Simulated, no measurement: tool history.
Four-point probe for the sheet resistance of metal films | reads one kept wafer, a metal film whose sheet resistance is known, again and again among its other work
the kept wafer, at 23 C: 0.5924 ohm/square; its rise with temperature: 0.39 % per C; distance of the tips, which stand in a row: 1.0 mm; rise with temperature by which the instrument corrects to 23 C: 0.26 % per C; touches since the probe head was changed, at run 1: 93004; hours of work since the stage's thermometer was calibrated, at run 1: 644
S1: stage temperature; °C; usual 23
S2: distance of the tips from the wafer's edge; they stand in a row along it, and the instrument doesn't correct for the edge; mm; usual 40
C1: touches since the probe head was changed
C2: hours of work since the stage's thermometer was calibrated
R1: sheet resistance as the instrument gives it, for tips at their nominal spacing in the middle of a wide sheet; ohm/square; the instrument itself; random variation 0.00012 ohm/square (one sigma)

run	hour	S1	S2	C1	C2	R1
1	0	23	40	93004	644	0.597382
2	53.7	23	4	95718	682	0.616636
3	107.8	23	4	98449	721	0.616732
4	142.3	23	4	100191	745	0.61695
5	196.8	23	19	102943	784	0.598444
6	255.3	23	19	105900	826	0.598388
7	288	23	40	107551	849	0.59788
8	319.3	18	40	109131	871	0.594177
9	365.3	33	40	111456	904	0.605234
10	422.6	33	40	114352	945	0.605013
11	458.3	33	40	116155	970	0.605465
12	490	28	14	117753	992	0.603367

Forecast run 13:
13	551.1	28	14	120839	1036	?

{"run 13": {"R1": 0.603273}}
Without the tool's hidden state the same run would have given R1 0.59746 ohm/square.
